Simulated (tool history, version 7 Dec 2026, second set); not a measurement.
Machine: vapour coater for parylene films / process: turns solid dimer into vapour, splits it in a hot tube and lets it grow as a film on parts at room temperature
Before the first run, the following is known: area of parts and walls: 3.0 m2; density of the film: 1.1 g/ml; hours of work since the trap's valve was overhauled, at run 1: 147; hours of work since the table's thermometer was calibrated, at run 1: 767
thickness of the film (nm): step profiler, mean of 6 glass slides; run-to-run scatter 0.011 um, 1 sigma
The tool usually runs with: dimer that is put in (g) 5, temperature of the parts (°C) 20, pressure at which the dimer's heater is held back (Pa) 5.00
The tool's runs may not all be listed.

run	day	dimer that is put in (g)	temperature of the parts (°C)	pressure at which the dimer's heater is held back (Pa)	hours of work since the trap's valve was overhauled	hours of work since the table's thermometer was calibrated	thickness of the film (nm)
1	0.000	5	20	5.00	147	767	1030
2	0.550	5	20	10.86	158	778	900
3	1.579	5	20	4.86	177	797	1000
4	2.433	5	20	4.86	194	813	1000
5	3.238	5	20	4.86	209	829	990
6	3.921	5	20	9.30	222	842	880
7	4.742	3	20	5.00	238	857	570
# day 5.417: trap's valve overhauled
8	5.942	3	20	5.00	10	877	690
9	6.525	5	20	5.00	21	888	1100
10	7.354	5	20	5.00	37	904	1090
11	8.275	5	20	5.00	54	921	1100
12	9.088	5	20	5.00	70	937	1080
13	9.917	5	20	5.00	86	953	1080
14	10.867	5	13	5.00	104	971	1400
15	11.367	5	13	5.00	113	980	1410
16	12.233	5	20	5.00	130	997	1040
17	13.038	3	20	5.00	145	1012	630
18	13.596	3	20	5.00	156	1023	630
19	14.596	3	20	7.83	175	1042	570
20	15.346	3	20	7.83	189	1056	570
21	15.921	2	31	3.07	200	1067	260
22	16.446	5	25	5.00	210	1077	800
23	16.983	5	14	4.16	220	1087	1330
24	17.425	3	20	6.87	228	1095	580
25	17.983	3	20	6.87	239	1106	550
# day 18.562: trap's valve overhauled
26	18.717	3	20	8.19	3	1117	610
# day 19.492: table's thermometer calibrated
27	19.742	3	20	8.19	22	5	580
28	20.746	9	18	8.19	41	24	1960
29	21.650	9	18	8.19	58	41	1930
30	22.338	9	31	8.19	71	54	1030
31	23.342	5	24	6.87	90	73	820
32	23.908	5	24	6.87	101	84	820
33	24.596	5	24	6.87	114	97	830
34	25.525	5	12	6.87	132	115	1360
35	26.200	5	12	6.87	145	128	1340
36	27.279	5	12	9.57	165	148	1340

Predict each of these 5 candidate next runs independently; none follows another, all start after run 36:
A	27.996	5	12	9.54	179	162	?
B	27.996	3	12	6.14	179	162	?
C	27.996	5	20	6.15	179	162	?
D	27.996	5	24	5.00	179	162	?
E	27.996	6	13	3.74	179	162	?

run	thickness of the film (nm)
A	1330
B	800
C	950
D	820
E	1600
What these runs would have given with no unlogged condition in the tool:
run	thickness of the film (nm)
A	1470
B	890
C	1060
D	910
E	1780

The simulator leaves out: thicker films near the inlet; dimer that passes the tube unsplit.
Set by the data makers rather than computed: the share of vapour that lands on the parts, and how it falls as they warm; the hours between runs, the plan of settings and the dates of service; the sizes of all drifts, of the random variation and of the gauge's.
